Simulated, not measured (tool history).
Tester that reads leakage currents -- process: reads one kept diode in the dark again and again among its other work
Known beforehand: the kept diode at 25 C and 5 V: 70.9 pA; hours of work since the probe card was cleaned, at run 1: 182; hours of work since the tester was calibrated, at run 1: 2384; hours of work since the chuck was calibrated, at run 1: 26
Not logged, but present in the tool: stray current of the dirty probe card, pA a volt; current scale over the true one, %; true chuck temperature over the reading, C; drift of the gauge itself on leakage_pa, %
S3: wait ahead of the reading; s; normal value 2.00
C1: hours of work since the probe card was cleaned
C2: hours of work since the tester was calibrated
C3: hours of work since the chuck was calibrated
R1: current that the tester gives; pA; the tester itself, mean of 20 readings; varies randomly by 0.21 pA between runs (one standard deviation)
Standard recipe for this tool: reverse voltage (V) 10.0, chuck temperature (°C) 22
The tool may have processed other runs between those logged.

{"run": 1, "day": 0.0, "reverse voltage (V)": 10.0, "chuck temperature (°C)": 22, "S3": 2.0, "C1": 182, "C2": 2384, "C3": 26, "R1": 69.52}
{"run": 2, "day": 2.579, "reverse voltage (V)": 10.0, "chuck temperature (°C)": 22, "S3": 7.07, "C1": 222, "C2": 2425, "C3": 67, "R1": 70.75}
{"run": 3, "day": 4.942, "reverse voltage (V)": 10.0, "chuck temperature (°C)": 23, "S3": 2.0, "C1": 260, "C2": 2463, "C3": 104, "R1": 78.18}
{"run": 4, "day": 9.583, "reverse voltage (V)": 10.0, "chuck temperature (°C)": 23, "S3": 2.0, "C1": 333, "C2": 2536, "C3": 178, "R1": 80.84}
{"run": 5, "day": 11.871, "reverse voltage (V)": 10.0, "chuck temperature (°C)": 23, "S3": 2.0, "C1": 370, "C2": 2573, "C3": 214, "R1": 81.46}
{"run": 6, "day": 15.442, "reverse voltage (V)": 10.0, "chuck temperature (°C)": 22, "S3": 2.0, "C1": 426, "C2": 2629, "C3": 270, "R1": 76.52}
{"run": 7, "day": 18.546, "reverse voltage (V)": 10.0, "chuck temperature (°C)": 22, "S3": 2.0, "C1": 476, "C2": 2679, "C3": 320, "R1": 78.0}
{"run": 8, "day": 20.888, "reverse voltage (V)": 10.0, "chuck temperature (°C)": 22, "S3": 0.87, "C1": 513, "C2": 2716, "C3": 357, "R1": 79.52}
{"run": 9, "day": 23.588, "reverse voltage (V)": 10.1, "chuck temperature (°C)": 22, "S3": 2.0, "C1": 555, "C2": 2758, "C3": 400, "R1": 80.53}
{"run": 10, "day": 26.321, "reverse voltage (V)": 1.1, "chuck temperature (°C)": 22, "S3": 2.0, "C1": 599, "C2": 2802, "C3": 443, "R1": 37.16}
{"run": 11, "day": 30.129, "reverse voltage (V)": 10.0, "chuck temperature (°C)": 22, "S3": 2.0, "C1": 659, "C2": 2862, "C3": 503, "R1": 83.24}
{"run": 12, "day": 34.171, "reverse voltage (V)": 10.0, "chuck temperature (°C)": 22, "S3": 2.0, "C1": 723, "C2": 2926, "C3": 567, "R1": 84.85}
{"run": 13, "day": 37.633, "reverse voltage (V)": 10.0, "chuck temperature (°C)": 22, "S3": 2.0, "C1": 778, "C2": 2981, "C3": 622, "R1": 86.81}
{"run": 14, "day": 40.529, "reverse voltage (V)": 10.0, "chuck temperature (°C)": 22, "S3": 3.73, "C1": 824, "C2": 3027, "C3": 668, "R1": 87.8}
{"run": 15, "day": 44.817, "reverse voltage (V)": 10.0, "chuck temperature (°C)": 22, "S3": 1.79, "C1": 892, "C2": 3095, "C3": 736, "R1": 90.44}
{"run": 16, "day": 49.058, "reverse voltage (V)": 10.0, "chuck temperature (°C)": 22, "S3": 1.79, "C1": 959, "C2": 3162, "C3": 803, "R1": 92.31}
{"run": 17, "day": 51.783, "reverse voltage (V)": 10.0, "chuck temperature (°C)": 21, "S3": 2.0, "C1": 1002, "C2": 3205, "C3": 847, "R1": 86.09}
{"run": 18, "day": 57.167, "reverse voltage (V)": 10.0, "chuck temperature (°C)": 21, "S3": 2.0, "C1": 1088, "C2": 3291, "C3": 932, "R1": 89.16}
{"day": 59.454, "done": "chuck's temperature calibrated"}
{"run": 19, "day": 62.204, "reverse voltage (V)": 10.0, "chuck temperature (°C)": 21, "S3": 2.0, "C1": 1166, "C2": 3369, "C3": 44, "R1": 79.24}
{"run": 20, "day": 66.25, "reverse voltage (V)": 10.0, "chuck temperature (°C)": 41, "S3": 2.0, "C1": 1230, "C2": 3433, "C3": 108, "R1": 377.44}
{"run": 21, "day": 69.696, "reverse voltage (V)": 10.0, "chuck temperature (°C)": 41, "S3": 2.0, "C1": 1285, "C2": 3488, "C3": 162, "R1": 378.78}
{"run": 22, "day": 73.625, "reverse voltage (V)": 10.0, "chuck temperature (°C)": 41, "S3": 2.0, "C1": 1347, "C2": 3550, "C3": 225, "R1": 386.29}
{"run": 23, "day": 79.121, "reverse voltage (V)": 10.1, "chuck temperature (°C)": 41, "S3": 2.0, "C1": 1434, "C2": 3637, "C3": 312, "R1": 391.3}
{"run": 24, "day": 83.179, "reverse voltage (V)": 10.0, "chuck temperature (°C)": 22, "S3": 0.38, "C1": 1499, "C2": 3702, "C3": 376, "R1": 96.11}
{"day": 87.379, "done": "probe card cleaned and baked"}
{"run": 25, "day": 88.025, "reverse voltage (V)": 7.1, "chuck temperature (°C)": 27, "S3": 1.12, "C1": 10, "C2": 3777, "C3": 451, "R1": 103.34}
{"run": 26, "day": 90.783, "reverse voltage (V)": 1.3, "chuck temperature (°C)": 36, "S3": 0.5, "C1": 54, "C2": 3820, "C3": 495, "R1": 133.54}
{"run": 27, "day": 94.108, "reverse voltage (V)": 1.3, "chuck temperature (°C)": 36, "S3": 0.5, "C1": 107, "C2": 3873, "C3": 547, "R1": 134.45}
{"run": 28, "day": 97.158, "reverse voltage (V)": 1.3, "chuck temperature (°C)": 36, "S3": 0.5, "C1": 155, "C2": 3921, "C3": 596, "R1": 136.62}
{"run": 29, "day": 101.483, "reverse voltage (V)": 7.2, "chuck temperature (°C)": 22, "S3": 8.7, "C1": 224, "C2": 3990, "C3": 664, "R1": 71.04}
{"run": 30, "day": 104.121, "reverse voltage (V)": 14.8, "chuck temperature (°C)": 22, "S3": 8.7, "C1": 265, "C2": 4032, "C3": 706, "R1": 92.05}
{"run": 31, "day": 106.571, "reverse voltage (V)": 14.8, "chuck temperature (°C)": 22, "S3": 8.7, "C1": 304, "C2": 4071, "C3": 745, "R1": 93.81}
{"run": 32, "day": 109.45, "reverse voltage (V)": 3.1, "chuck temperature (°C)": 45, "S3": 2.0, "C1": 350, "C2": 4116, "C3": 791, "R1": 386.98}
{"run": 33, "day": 112.188, "reverse voltage (V)": 2.9, "chuck temperature (°C)": 22, "S3": 0.39, "C1": 393, "C2": 4160, "C3": 834, "R1": 54.88}
{"run": 34, "day": 116.954, "reverse voltage (V)": 3.2, "chuck temperature (°C)": 25, "S3": 2.48, "C1": 469, "C2": 4235, "C3": 910, "R1": 75.24}
{"day": 120.638, "done": "chuck's temperature calibrated"}
{"run": 35, "day": 121.771, "reverse voltage (V)": 3.2, "chuck temperature (°C)": 60, "S3": 2.48, "C1": 544, "C2": 4310, "C3": 18, "R1": 1075.75}
{"run": 36, "day": 124.042, "reverse voltage (V)": 3.2, "chuck temperature (°C)": 60, "S3": 2.48, "C1": 580, "C2": 4346, "C3": 54, "R1": 1084.37}
{"run": 37, "day": 128.175, "reverse voltage (V)": 6.7, "chuck temperature (°C)": 37, "S3": 0.42, "C1": 645, "C2": 4412, "C3": 119, "R1": 232.27}
{"run": 38, "day": 130.404, "reverse voltage (V)": 2.5, "chuck temperature (°C)": 36, "S3": 5.53, "C1": 681, "C2": 4447, "C3": 155, "R1": 156.14}
{"run": 39, "day": 134.604, "reverse voltage (V)": 10.0, "chuck temperature (°C)": 28, "S3": 2.0, "C1": 747, "C2": 4514, "C3": 221, "R1": 130.9}

Here are 3 independent what-if runs from the current tool condition. What would each one return?
{"run": "A", "day": 137.083, "reverse voltage (V)": 10.0, "chuck temperature (°C)": 45, "S3": 2.0, "C1": 787, "C2": 4553, "C3": 261, "R1": "?"}
{"run": "B", "day": 137.083, "reverse voltage (V)": 17.7, "chuck temperature (°C)": 22, "S3": 1.95, "C1": 787, "C2": 4553, "C3": 261, "R1": "?"}
{"run": "C", "day": 137.083, "reverse voltage (V)": 4.5, "chuck temperature (°C)": 30, "S3": 3.45, "C1": 787, "C2": 4553, "C3": 261, "R1": "?"}

run=A R1=518.25
run=B R1=104.77
run=C R1=117.40
Without the tool's unlogged condition, the same runs would have read:
run=A R1=489.71
run=B R1=80.54
run=C R1=107.81
